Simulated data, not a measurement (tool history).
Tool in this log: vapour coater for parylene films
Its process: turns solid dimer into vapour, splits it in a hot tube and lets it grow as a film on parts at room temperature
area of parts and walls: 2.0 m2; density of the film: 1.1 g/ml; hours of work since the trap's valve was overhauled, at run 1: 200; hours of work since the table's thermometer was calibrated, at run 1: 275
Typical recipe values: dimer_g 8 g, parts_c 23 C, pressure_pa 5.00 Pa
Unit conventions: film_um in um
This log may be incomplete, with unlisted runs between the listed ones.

| run | hour | dimer_g | parts_c | pressure_pa | hours of work since the trap's valve was overhauled | hours of work since the table's thermometer was calibrated | film_um |
|---|---|---|---|---|---|---|---|
| 1 | 0.0 | 8 | 23 | 5.00 | 200 | 275 | 2.01 |
| 2 | 21.5 | 8 | 23 | 5.00 | 217 | 292 | 1.99 |
| 3 | 37.6 | 8 | 23 | 5.00 | 229 | 305 | 1.99 |
| 4 | 60.3 | 8 | 23 | 5.00 | 247 | 322 | 2.01 |
| 5 | 77.0 | 8 | 23 | 5.00 | 260 | 335 | 2.00 |
| 6 | 107.2 | 8 | 23 | 3.85 | 284 | 359 | 2.01 |
| 7 | 127.0 | 8 | 23 | 3.85 | 299 | 374 | 1.98 |
| 8 | 148.7 | 8 | 23 | 3.85 | 316 | 391 | 2.02 |
| 9 | 170.4 | 8 | 23 | 3.85 | 333 | 408 | 2.00 |
| 10 | 183.3 | 8 | 23 | 3.85 | 343 | 418 | 1.99 |
| 11 | 200.0 | 8 | 23 | 5.00 | 356 | 431 | 1.93 |
|  | 205.7 | trap's valve overhauled |
| 12 | 233.7 | 8 | 23 | 5.00 | 22 | 454 | 1.90 |
| 13 | 249.8 | 8 | 23 | 5.00 | 34 | 467 | 1.89 |
| 14 | 272.0 | 5 | 23 | 5.00 | 52 | 484 | 1.15 |
|  | 279.1 | trap's valve overhauled, once more |
| 15 | 300.3 | 5 | 23 | 5.00 | 17 | 503 | 1.31 |
| 16 | 322.3 | 5 | 23 | 5.00 | 34 | 520 | 1.30 |
| 17 | 349.8 | 5 | 23 | 5.00 | 55 | 542 | 1.31 |
| 18 | 375.3 | 5 | 23 | 5.00 | 75 | 561 | 1.31 |
| 19 | 398.3 | 5 | 23 | 5.00 | 93 | 579 | 1.30 |
| 20 | 417.8 | 4 | 17 | 8.95 | 108 | 595 | 1.08 |
| 21 | 439.4 | 5 | 20 | 8.95 | 125 | 611 | 1.30 |
| 22 | 452.4 | 8 | 21 | 2.28 | 135 | 622 | 2.21 |
| 23 | 472.4 | 8 | 21 | 2.28 | 151 | 637 | 2.22 |
| 24 | 485.2 | 8 | 21 | 2.28 | 161 | 647 | 2.21 |
| 25 | 508.7 | 8 | 21 | 2.28 | 179 | 665 | 2.20 |
| 26 | 532.6 | 9 | 21 | 5.54 | 198 | 684 | 2.34 |
| 27 | 552.0 | 7 | 23 | 8.90 | 213 | 699 | 1.67 |
| 28 | 574.2 | 9 | 26 | 2.22 | 230 | 716 | 2.28 |
| 29 | 595.2 | 11 | 20 | 3.67 | 246 | 733 | 2.94 |
| 30 | 612.2 | 9 | 20 | 3.67 | 260 | 746 | 2.38 |
| 31 | 642.5 | 9 | 33 | 2.91 | 283 | 770 | 1.96 |

Some steps in film_um, run to run, broken into two amounts with sign: the step expected even without the hidden condition (settings, incoming material, random variation), and the rest, left for the hidden condition together with whatever gauge scatter is not in both the measured and the hidden-condition-free result:
The tool's hidden condition here consists of: vapour lost through the trap's worn valve, %; true temperature of the parts over the reading, C; drift of the gauge itself on film_um, %.
Run 13 -> 14: dimer_g 8 -> 5. film_um -0.74 um: hidden state +0.08, all else -0.82.
Run 14 -> 15: trap's valve overhauled, once more. film_um +0.16 um: hidden state +0.15, all else +0.01.
Run 21 -> 22: dimer_g 5 -> 8, parts_c 20 -> 21, pressure_pa 8.95 -> 2.28. film_um +0.91 um: hidden state -0.04, all else +0.95.
Run 26 -> 27: dimer_g 9 -> 7, parts_c 21 -> 23, pressure_pa 5.54 -> 8.90. film_um -0.67 um: hidden state +0.04, all else -0.71.
Run 28 -> 29: dimer_g 9 -> 11, parts_c 26 -> 20, pressure_pa 2.22 -> 3.67. film_um +0.66 um: hidden state -0.06, all else +0.72.
